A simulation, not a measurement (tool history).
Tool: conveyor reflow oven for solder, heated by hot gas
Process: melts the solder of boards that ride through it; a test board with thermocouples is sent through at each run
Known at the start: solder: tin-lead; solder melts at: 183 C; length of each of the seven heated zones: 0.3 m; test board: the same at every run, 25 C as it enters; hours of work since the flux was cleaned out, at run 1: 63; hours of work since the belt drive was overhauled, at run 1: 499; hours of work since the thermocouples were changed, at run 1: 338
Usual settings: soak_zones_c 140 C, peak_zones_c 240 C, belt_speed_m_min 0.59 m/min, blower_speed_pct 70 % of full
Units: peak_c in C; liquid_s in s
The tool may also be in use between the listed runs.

run     day  soak_zones_c  peak_zones_c  belt_speed_m_min  blower_speed_pct  hours of work since the flux was cleaned out  hours of work since the belt drive was overhauled  hours of work since the thermocouples were changed  peak_c  liquid_s
  1       0           140           240              0.59                70                                            63                                                499                                                 338   216.9      46.4
  2   0.496           140           240              0.59                70                                            71                                                507                                                 346   216.2        45
  3   1.021           140           240              0.59                70                                            80                                                515                                                 355   216.8      46.1
  4   1.283           146           240              0.59                70                                            84                                                520                                                 359   217.6      46.8
  5   1.583           146           240              0.59                70                                            89                                                525                                                 364   218.1      48.4
  6   2.146           146           240              0.59                70                                            98                                                534                                                 373   218.2      47.9
  7   2.454           146           240              0.59                70                                           103                                                539                                                 378     217      47.2
  8   3.021           146           240              0.59                70                                           112                                                548                                                 387     218      47.8
  9     3.4           146           240              0.59                70                                           118                                                554                                                 393   217.8      47.6
 10   3.908           140           240              0.59                70                                           127                                                562                                                 402   215.7      45.3
 11   4.142           140           240              0.59                70                                           130                                                566                                                 405   215.6      44.1
        4.4  -- flux residue cleaned out of gas plates and filters
 12   4.738           140           240              0.59                70                                             6                                                572                                                 412   214.8      44.6
 13   5.208           140           237              0.59                70                                            13                                                580                                                 419     212      42.4
 14   5.754           140           240              0.59                70                                            22                                                589                                                 428   215.5      43.4
 15   5.996           149           240             0.553                70                                            26                                                593                                                 432   218.5      52.7
 16   6.267           131           238             0.476                84                                            30                                                597                                                 437   222.2      59.2
 17   6.779           140           240             0.688                60                                            39                                                605                                                 445   204.8      29.1
      7.212  -- flux residue cleaned out of gas plates and filters, once more
 18   7.271           140           240             0.688                60                                             1                                                610                                                 449   206.4      30.8
 19   7.775           140           240             0.549                59                                             9                                                618                                                 458   215.9      47.7
 20   8.138           140           240             0.549                59                                            15                                                624                                                 463     215      47.7
 21   8.379           140           240             0.549                59                                            19                                                628                                                 467   215.3      47.9
 22   8.742           140           255             0.549                80                                            25                                                634                                                 473   234.6      58.8
 23   9.017           140           255             0.549                80                                            29                                                638                                                 478   235.1      59.1
 24   9.538           151           247             0.647                70                                            38                                                647                                                 486   221.4      46.3
 25   9.933           125           238             0.647                70                                            44                                                653                                                 493   207.4      31.7
 26  10.246           125           238             0.551                50                                            49                                                658                                                 498   205.6      33.9
 27  10.542           125           238             0.551                50                                            54                                                663                                                 502   204.9        34
 28  11.117           140           240             0.552                59                                            63                                                672                                                 512   214.9      46.7

Forecast each of these 4 alternatives for the next run:
  A  11.483           140           240             0.477                59                                            69                                                678                                                 518       ?         ?
  B  11.483           148           240             0.552                73                                            69                                                678                                                 518       ?         ?
  C  11.483           140           240             0.676                78                                            69                                                678                                                 518       ?         ?
  D  11.483           138           243              0.66                59                                            69                                                678                                                 518       ?         ?

run  peak_c  liquid_s
  A   219.8      60.3
  B   221.5      54.3
  C   213.4      37.3
  D   208.2      34.1
Without the tool's hidden state the same runs would have given:
run  peak_c  liquid_s
  A   221.6      60.7
  B   223.4      54.6
  C   215.2        38
  D   209.9        35

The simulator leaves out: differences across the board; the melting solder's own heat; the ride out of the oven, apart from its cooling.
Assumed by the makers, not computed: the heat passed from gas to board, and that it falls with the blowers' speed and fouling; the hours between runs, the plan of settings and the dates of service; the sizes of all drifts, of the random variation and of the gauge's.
